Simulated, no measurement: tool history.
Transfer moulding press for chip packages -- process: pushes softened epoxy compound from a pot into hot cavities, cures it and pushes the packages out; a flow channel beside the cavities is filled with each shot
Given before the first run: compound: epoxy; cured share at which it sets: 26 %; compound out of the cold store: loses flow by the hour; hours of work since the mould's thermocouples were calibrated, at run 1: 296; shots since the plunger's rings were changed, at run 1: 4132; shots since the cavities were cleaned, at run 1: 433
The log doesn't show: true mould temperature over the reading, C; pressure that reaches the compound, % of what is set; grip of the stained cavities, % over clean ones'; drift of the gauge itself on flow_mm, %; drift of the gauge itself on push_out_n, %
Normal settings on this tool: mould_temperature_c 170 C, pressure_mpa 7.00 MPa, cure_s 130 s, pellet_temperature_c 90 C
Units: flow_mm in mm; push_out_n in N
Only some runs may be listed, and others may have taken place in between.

| run | day | mould_temperature_c | pressure_mpa | cure_s | pellet_temperature_c | hours of work since the mould's thermocouples were calibrated | shots since the plunger's rings were changed | shots since the cavities were cleaned | incoming compound's hours out of the cold store | flow_mm | push_out_n |
|---|---|---|---|---|---|---|---|---|---|---|---|
| 1 | 0.000 | 170 | 7.00 | 130 | 90 | 296 | 4132 | 433 | 29.5 | 571 | 649 |
| 2 | 0.242 | 170 | 7.00 | 130 | 90 | 300 | 4186 | 487 | 19.1 | 587 | 633 |
| 3 | 0.583 | 170 | 7.00 | 130 | 90 | 305 | 4263 | 564 | 11.2 | 599 | 668 |
| 4 | 0.938 | 170 | 7.00 | 130 | 90 | 310 | 4342 | 643 | 45.4 | 530 | 671 |
| 5 | 1.408 | 170 | 7.00 | 130 | 90 | 317 | 4447 | 748 | 22.2 | 580 | 674 |
| 6 | 1.667 | 170 | 7.00 | 130 | 90 | 321 | 4505 | 806 | 46.9 | 537 | 679 |
|  | 1.796 | cavities cleaned with cleaning compound and waxed |
| 7 | 2.167 | 170 | 7.00 | 130 | 90 | 328 | 4603 | 83 | 33.4 | 551 | 482 |
| 8 | 2.471 | 170 | 7.00 | 114 | 90 | 333 | 4671 | 151 | 33.2 | 563 | 559 |
| 9 | 2.788 | 170 | 7.00 | 114 | 90 | 337 | 4742 | 222 | 46.4 | 529 | 624 |
| 10 | 3.317 | 170 | 7.00 | 114 | 90 | 345 | 4860 | 340 | 10.7 | 604 | 667 |
| 11 | 3.638 | 170 | 7.00 | 114 | 90 | 350 | 4932 | 412 | 47.7 | 527 | 652 |
| 12 | 3.975 | 170 | 7.00 | 114 | 90 | 355 | 5007 | 487 | 9.1 | 597 | 705 |
| 13 | 4.204 | 166 | 7.00 | 130 | 90 | 359 | 5058 | 538 | 47.5 | 531 | 733 |
| 14 | 4.712 | 170 | 7.00 | 130 | 97 | 366 | 5172 | 652 | 44.2 | 533 | 658 |
| 15 | 5.150 | 169 | 7.30 | 113 | 94 | 373 | 5269 | 749 | 35.4 | 567 | 785 |
|  | 5.317 | plunger's sealing rings changed |
|  | 5.608 | cavities cleaned with cleaning compound and waxed |
| 16 | 5.838 | 169 | 7.30 | 113 | 94 | 381 | 102 | 51 | 38.3 | 596 | 520 |
| 17 | 6.354 | 171 | 6.58 | 169 | 80 | 389 | 218 | 167 | 34.9 | 568 | 503 |
| 18 | 6.817 | 171 | 6.58 | 169 | 80 | 396 | 321 | 270 | 18.1 | 602 | 549 |
| 19 | 7.217 | 174 | 5.45 | 114 | 91 | 402 | 410 | 359 | 43.9 | 495 | 608 |
| 20 | 7.554 | 170 | 7.95 | 111 | 90 | 407 | 486 | 435 | 33.2 | 630 | 703 |
| 21 | 7.783 | 170 | 7.18 | 111 | 90 | 410 | 537 | 486 | 28.9 | 604 | 726 |
| 22 | 8.142 | 170 | 7.18 | 111 | 90 | 415 | 617 | 566 | 15.9 | 639 | 765 |
| 23 | 8.412 | 171 | 7.18 | 115 | 91 | 420 | 678 | 627 | 22.1 | 618 | 695 |
| 24 | 8.850 | 171 | 7.18 | 139 | 85 | 426 | 775 | 724 | 44.2 | 572 | 668 |
| 25 | 9.250 | 175 | 7.00 | 130 | 90 | 432 | 865 | 814 | 14.4 | 621 | 672 |
|  | 9.346 | cavities cleaned with cleaning compound and waxed |
| 26 | 9.625 | 175 | 7.00 | 130 | 90 | 437 | 934 | 61 | 17.8 | 611 | 459 |
| 27 | 10.079 | 175 | 7.00 | 130 | 90 | 444 | 1036 | 163 | 8.2 | 624 | 529 |
| 28 | 10.571 | 177 | 8.40 | 130 | 89 | 451 | 1145 | 272 | 24.3 | 653 | 551 |

Consider 3 possible next runs. They are alternatives, not a sequence: every one starts from the tool as it was left by run 28. What does each give?
| A | 10.833 | 169 | 7.57 | 130 | 90 | 455 | 1205 | 332 | 35.2 | ? | ? |
| B | 10.833 | 170 | 6.40 | 130 | 86 | 455 | 1205 | 332 | 12.7 | ? | ? |
| C | 10.833 | 174 | 7.00 | 133 | 90 | 455 | 1205 | 332 | 38.4 | ? | ? |

| run | flow_mm | push_out_n |
|---|---|---|
| A | 598 | 595 |
| B | 604 | 612 |
| C | 568 | 560 |
Had the tool no hidden state, the same runs would have come out as:
| run | flow_mm | push_out_n |
|---|---|---|
| A | 607 | 397 |
| B | 613 | 409 |
| C | 577 | 377 |
